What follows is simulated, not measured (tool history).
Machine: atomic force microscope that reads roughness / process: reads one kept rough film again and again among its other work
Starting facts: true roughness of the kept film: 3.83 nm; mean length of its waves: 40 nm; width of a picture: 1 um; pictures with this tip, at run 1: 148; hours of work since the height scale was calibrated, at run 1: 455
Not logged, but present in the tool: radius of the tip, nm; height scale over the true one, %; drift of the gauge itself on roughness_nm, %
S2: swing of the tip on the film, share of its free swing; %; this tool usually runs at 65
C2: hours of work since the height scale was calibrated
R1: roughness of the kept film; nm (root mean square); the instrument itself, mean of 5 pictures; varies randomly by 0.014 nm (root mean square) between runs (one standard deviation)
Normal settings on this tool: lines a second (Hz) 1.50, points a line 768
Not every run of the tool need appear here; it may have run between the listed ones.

Run 1, hour 0.0: usual settings; pictures with this tip 148; C2 455. Result: R1 3.124 nm (root mean square).
At hour 37.3: new tip fitted.
Run 2, hour 37.3: usual settings; pictures with this tip 0; C2 479. Result: R1 3.337 nm (root mean square).
Run 3, hour 78.0: usual settings; pictures with this tip 85; C2 505. Result: R1 3.179 nm (root mean square).
Run 4, hour 105.9: usual settings; pictures with this tip 143; C2 523. Result: R1 3.054 nm (root mean square).
At hour 145.9: new tip fitted.
Run 5, hour 147.8: usual settings but lines a second (Hz) 3.29; pictures with this tip 4; C2 550. Result: R1 3.103 nm (root mean square).
Run 6, hour 173.0: usual settings; pictures with this tip 56; C2 567. Result: R1 3.245 nm (root mean square).
Run 7, hour 202.3: usual settings; pictures with this tip 117; C2 586. Result: R1 3.138 nm (root mean square).
Run 8, hour 237.2: usual settings but S2 59 %; pictures with this tip 190; C2 609. Result: R1 3.058 nm (root mean square).
At hour 254.9: new tip fitted.
Run 9, hour 278.7: usual settings but lines a second (Hz) 2.29; pictures with this tip 49; C2 635. Result: R1 3.144 nm (root mean square).
Run 10, hour 300.5: usual settings but points a line 366; pictures with this tip 95; C2 650. Result: R1 3.152 nm (root mean square).
Run 11, hour 322.6: usual settings but points a line 366; pictures with this tip 141; C2 664. Result: R1 3.066 nm (root mean square).
Run 12, hour 357.4: usual settings but points a line 366; pictures with this tip 214; C2 687. Result: R1 2.977 nm (root mean square).
At hour 362.6: new tip fitted.
Run 13, hour 390.0: usual settings but points a line 991; pictures with this tip 57; C2 708. Result: R1 3.243 nm (root mean square).
Run 14, hour 437.8: usual settings but lines a second (Hz) 1.53, points a line 586; pictures with this tip 157; C2 739. Result: R1 3.065 nm (root mean square).
Run 15, hour 467.5: usual settings but S2 72 %, points a line 301; pictures with this tip 219; C2 758. Result: R1 2.827 nm (root mean square).
At hour 471.8: new tip fitted.
Run 16, hour 495.0: usual settings but S2 88 %; pictures with this tip 48; C2 776. Result: R1 2.806 nm (root mean square).
Run 17, hour 517.4: usual settings but S2 78 %; pictures with this tip 95; C2 790. Result: R1 2.956 nm (root mean square).
Run 18, hour 555.6: usual settings but lines a second (Hz) 3.04, S2 78 %, points a line 959; pictures with this tip 175; C2 815. Result: R1 2.508 nm (root mean square).
At hour 578.6: new tip fitted.
Run 19, hour 605.0: usual settings but lines a second (Hz) 2.82, S2 78 %, points a line 959; pictures with this tip 55; C2 847. Result: R1 2.753 nm (root mean square).
Run 20, hour 632.8: usual settings but lines a second (Hz) 2.82, S2 78 %, points a line 959; pictures with this tip 113; C2 865. Result: R1 2.658 nm (root mean square).
Run 21, hour 683.2: usual settings but lines a second (Hz) 2.82, S2 78 %, points a line 959; pictures with this tip 218; C2 898. Result: R1 2.516 nm (root mean square).
At hour 688.7: new tip fitted.
Run 22, hour 715.5: usual settings but S2 61 %, points a line 777; pictures with this tip 56; C2 919. Result: R1 3.291 nm (root mean square).

Alternative continuations, all from the tool just after run 22; predict every row:
Run A, hour 761.4: usual settings but S2 79 %, points a line 669; pictures with this tip 152; C2 949. Result: R1 ?.
Run B, hour 761.4: usual settings but points a line 375; pictures with this tip 152; C2 949. Result: R1 ?.
Run C, hour 761.4: usual settings but lines a second (Hz) 0.70, points a line 520; pictures with this tip 152; C2 949. Result: R1 ?.

run     R1
  A  2.860
  B  3.027
  C  3.181
Stripped of hidden state, with their random variation kept, the same runs would have yielded:
run     R1
  A  3.152
  B  3.337
  C  3.506
